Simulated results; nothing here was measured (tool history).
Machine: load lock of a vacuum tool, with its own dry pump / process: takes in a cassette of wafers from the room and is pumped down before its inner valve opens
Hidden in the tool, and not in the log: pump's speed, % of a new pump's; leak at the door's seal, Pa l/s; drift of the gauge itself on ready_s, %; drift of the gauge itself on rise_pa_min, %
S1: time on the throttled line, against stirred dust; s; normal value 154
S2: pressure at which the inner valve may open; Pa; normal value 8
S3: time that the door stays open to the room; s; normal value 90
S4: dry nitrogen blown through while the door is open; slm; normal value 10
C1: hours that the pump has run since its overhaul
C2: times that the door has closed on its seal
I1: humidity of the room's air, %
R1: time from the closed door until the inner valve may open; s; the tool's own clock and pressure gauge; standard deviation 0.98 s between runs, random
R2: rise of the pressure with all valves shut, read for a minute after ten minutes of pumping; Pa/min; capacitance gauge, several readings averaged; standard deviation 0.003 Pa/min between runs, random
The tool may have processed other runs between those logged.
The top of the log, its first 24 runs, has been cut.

Run 25, hour 7095.1: usual settings but S2 16 Pa, S3 117 s; C1 8749; C2 30044; I1 47.5. Result: R1 239.6 s, R2 0.035 Pa/min.
Run 26, hour 7470.1: usual settings but S2 16 Pa, S3 117 s; C1 9124; C2 30719; I1 45.8. Result: R1 240.4 s, R2 0.037 Pa/min.
Run 27, hour 7701.4: usual settings but S2 16 Pa, S3 117 s; C1 9356; C2 31136; I1 45.4. Result: R1 240.4 s, R2 0.033 Pa/min.
Run 28, hour 7955.5: usual settings but S1 172 s, S2 6 Pa; C1 9610; C2 31593; I1 46.7. Result: R1 268 s, R2 0.027 Pa/min.
Run 29, hour 8145.8: usual settings but S2 7 Pa; C1 9800; C2 31936; I1 45.2. Result: R1 251.4 s, R2 0.032 Pa/min.
Run 30, hour 8546.2: usual settings but S2 7 Pa; C1 10200; C2 32657; I1 44.9. Result: R1 252.4 s, R2 0.029 Pa/min.
Run 31, hour 8781: usual settings but S1 131 s, S2 7 Pa; C1 10435; C2 33079; I1 45.1. Result: R1 232.6 s, R2 0.03 Pa/min.
Run 32, hour 9039.5: usual settings but S1 131 s, S2 7 Pa, S3 234 s, S4 13 slm; C1 10694; C2 33545; I1 42. Result: R1 234.6 s, R2 0.049 Pa/min.
Run 33, hour 9410: usual settings but S1 131 s, S2 7 Pa, S3 86 s, S4 6 slm; C1 11064; C2 34212; I1 44.2. Result: R1 235.8 s, R2 0.027 Pa/min.
Run 34, hour 9628.1: usual settings but S4 44 slm; C1 11282; C2 34604; I1 47.1. Result: R1 248 s, R2 0.015 Pa/min.
Run 35, hour 9808.9: usual settings but S2 7 Pa, S3 45 s, S4 5 slm; C1 11463; C2 34930; I1 46.5. Result: R1 250.8 s, R2 0.022 Pa/min.
At hour 9965.7: dry pump taken out, an overhauled one fitted.
Run 36, hour 10100.2: usual settings but S1 239 s, S3 52 s, S4 24 slm; C1 134; C2 35444; I1 44.1. Result: R1 317.3 s, R2 0.015 Pa/min.
Run 37, hour 10491.4: usual settings but S4 7 slm; C1 526; C2 36148; I1 44.4. Result: R1 247.7 s, R2 0.03 Pa/min.

Here are 3 independent what-if runs from the current tool condition. What would each one return?
Run A, hour 10708.4: usual settings but S1 84 s, S4 13 slm; C1 743; C2 36538; I1 45.9. Result: R1 ?, R2 ?.
Run B, hour 10708.4: usual settings but S1 164 s, S2 13 Pa, S4 14 slm; C1 743; C2 36538; I1 43.4. Result: R1 ?, R2 ?.
Run C, hour 10708.4: usual settings but S1 87 s; C1 743; C2 36538; I1 46.6. Result: R1 ?, R2 ?.

run     R1     R2
  A  194.4  0.033
  B  252.1  0.026
  C  196.7  0.027
Take away the tool's hidden state, keep each run's random variation, and the runs would have read:
run     R1     R2
  A  194.4  0.032
  B  252.1  0.025
  C  196.7  0.026
